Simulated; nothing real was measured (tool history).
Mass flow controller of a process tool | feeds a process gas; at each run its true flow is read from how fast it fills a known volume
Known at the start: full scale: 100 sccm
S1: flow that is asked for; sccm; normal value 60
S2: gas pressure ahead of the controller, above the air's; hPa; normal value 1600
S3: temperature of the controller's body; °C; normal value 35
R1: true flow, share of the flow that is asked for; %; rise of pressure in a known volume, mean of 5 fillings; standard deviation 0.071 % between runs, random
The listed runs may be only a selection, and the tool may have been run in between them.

Run 1, day 0.000: usual settings. Result: R1 96.86 %.
Run 2, day 18.838: usual settings. Result: R1 96.72 %.
Run 3, day 30.108: usual settings. Result: R1 96.77 %.
Run 4, day 39.904: usual settings but S2 2710 hPa. Result: R1 96.92 %.
Run 5, day 52.708: usual settings but S3 38 °C. Result: R1 96.65 %.
Run 6, day 70.246: usual settings but S1 98 sccm. Result: R1 96.98 %.
Run 7, day 83.142: usual settings but S3 37 °C. Result: R1 96.49 %.
Run 8, day 102.579: usual settings but S3 37 °C. Result: R1 96.20 %.
Run 9, day 119.954: usual settings but S3 37 °C. Result: R1 96.04 %.
Run 10, day 135.500: usual settings but S3 37 °C. Result: R1 95.96 %.
Run 11, day 147.383: usual settings but S3 22 °C. Result: R1 94.92 %.
Run 12, day 164.588: usual settings but S3 38 °C. Result: R1 95.85 %.
Run 13, day 175.429: usual settings but S3 38 °C. Result: R1 95.78 %.
Run 14, day 186.367: usual settings but S3 38 °C. Result: R1 95.68 %.
Run 15, day 201.692: usual settings but S3 31 °C. Result: R1 94.97 %.
Run 16, day 212.996: usual settings. Result: R1 95.21 %.
Run 17, day 233.717: usual settings but S3 29 °C. Result: R1 94.65 %.
Run 18, day 252.417: usual settings but S3 29 °C. Result: R1 94.44 %.
At day 256.900: controller's zero set anew.
Run 19, day 270.750: usual settings but S1 81 sccm, S2 2070 hPa, S3 25 °C. Result: R1 95.57 %.
Run 20, day 288.550: usual settings but S1 88 sccm, S2 1470 hPa, S3 23 °C. Result: R1 95.17 %.
At day 300.546: controller exchanged for a calibrated one.
Run 21, day 303.075: usual settings but S1 88 sccm, S2 1470 hPa, S3 23 °C. Result: R1 99.58 %.
Run 22, day 312.883: usual settings but S1 12 sccm, S3 20 °C. Result: R1 98.44 %.
Run 23, day 332.696: usual settings but S2 1590 hPa, S3 28 °C. Result: R1 99.47 %.
Run 24, day 348.912: usual settings but S1 11 sccm, S2 2320 hPa, S3 24 °C. Result: R1 98.16 %.
Run 25, day 364.421: usual settings but S2 2730 hPa. Result: R1 99.98 %.
Run 26, day 379.517: usual settings but S1 85 sccm, S2 1880 hPa, S3 32 °C. Result: R1 99.71 %.
Run 27, day 394.504: usual settings but S1 85 sccm, S2 1880 hPa, S3 32 °C. Result: R1 99.74 %.
Run 28, day 407.683: usual settings but S1 85 sccm, S2 1880 hPa, S3 29 °C. Result: R1 99.48 %.
Run 29, day 426.875: usual settings but S1 11 sccm, S2 1770 hPa, S3 38 °C. Result: R1 97.53 %.
Run 30, day 440.792: usual settings but S1 39 sccm, S2 1740 hPa, S3 26 °C. Result: R1 98.16 %.
Run 31, day 455.346: usual settings but S1 12 sccm, S2 1820 hPa, S3 21 °C. Result: R1 96.06 %.

4 ways to go on from here, each from the tool as it stands after run 31. What would each give?
Run A, day 474.638: usual settings but S1 12 sccm, S2 2390 hPa, S3 39 °C. Result: R1 ?.
Run B, day 474.638: usual settings but S1 68 sccm, S2 1820 hPa, S3 21 °C. Result: R1 ?.
Run C, day 474.638: usual settings but S1 13 sccm, S2 1820 hPa, S3 21 °C. Result: R1 ?.
Run D, day 474.638: usual settings but S1 12 sccm, S2 1820 hPa, S3 38 °C. Result: R1 ?.

run     R1
  A  97.03
  B  98.03
  C  95.76
  D  96.81
Had the tool no hidden state, the same runs would have come out as:
run      R1
  A  100.28
  B   99.29
  C   98.82
  D  100.05
